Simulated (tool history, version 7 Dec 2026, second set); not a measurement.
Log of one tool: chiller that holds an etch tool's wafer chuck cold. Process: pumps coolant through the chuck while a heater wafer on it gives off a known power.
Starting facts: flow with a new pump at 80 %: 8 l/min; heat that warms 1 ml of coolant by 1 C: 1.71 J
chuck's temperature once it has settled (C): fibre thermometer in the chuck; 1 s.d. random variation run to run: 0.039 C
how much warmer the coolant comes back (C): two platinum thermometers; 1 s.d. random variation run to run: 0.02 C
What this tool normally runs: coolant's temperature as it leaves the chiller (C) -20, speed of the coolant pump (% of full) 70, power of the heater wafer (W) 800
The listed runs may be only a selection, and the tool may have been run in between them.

run	hour	coolant's temperature as it leaves the chiller (C)	speed of the coolant pump (% of full)	power of the heater wafer (W)	chuck's temperature once it has settled (C)	how much warmer the coolant comes back (C)
1	0	-20	70	800	-13.77	4.06
2	25.8	-20	70	800	-13.71	4.05
3	40.9	-20	70	800	-13.68	4.08
4	58.7	-20	70	800	-13.61	4.04
5	73.9	-14	70	800	-7.73	4.07
6	92.3	-11	70	800	-4.68	4.13
7	110.4	-11	70	800	-4.69	4.07
8	133.5	-20	70	800	-13.62	4.06
9	166.6	-18	70	800	-11.67	4.05
10	184.6	-18	70	800	-11.62	4.05
# hour 191: coolant pump overhauled
11	207.9	-20	62	943	-11.84	5.39
12	231.1	-21	70	446	-17.64	2.31
13	248	-21	70	446	-17.59	2.27
# hour 273.8: coolant pump overhauled, once more
14	281.4	-21	70	446	-17.6	2.28
15	303.8	-21	70	446	-17.59	2.24
# hour 308.8: chiller's thermometer calibrated
16	336.7	-16	85	446	-12.96	1.83
17	357.4	-26	79	993	-18.52	4.46
18	377.8	-14	70	638	-8.88	3.23
19	408.3	-20	70	469	-16.26	2.36
20	433.5	-20	70	469	-16.13	2.34

Predict each of these 3 candidate next runs independently; none follows another, all start after run 20:
A	458.8	-11	84	785	?	?
B	458.8	-20	86	800	?	?
C	458.8	-15	94	469	?	?

run	chuck's temperature once it has settled (C)	how much warmer the coolant comes back (C)
A	-5.34	3.35
B	-14.27	3.28
C	-11.88	1.78
Had the tool no hidden state, the same runs would have come out as:
run	chuck's temperature once it has settled (C)	how much warmer the coolant comes back (C)
A	-5.58	3.32
B	-14.51	3.26
C	-11.97	1.77

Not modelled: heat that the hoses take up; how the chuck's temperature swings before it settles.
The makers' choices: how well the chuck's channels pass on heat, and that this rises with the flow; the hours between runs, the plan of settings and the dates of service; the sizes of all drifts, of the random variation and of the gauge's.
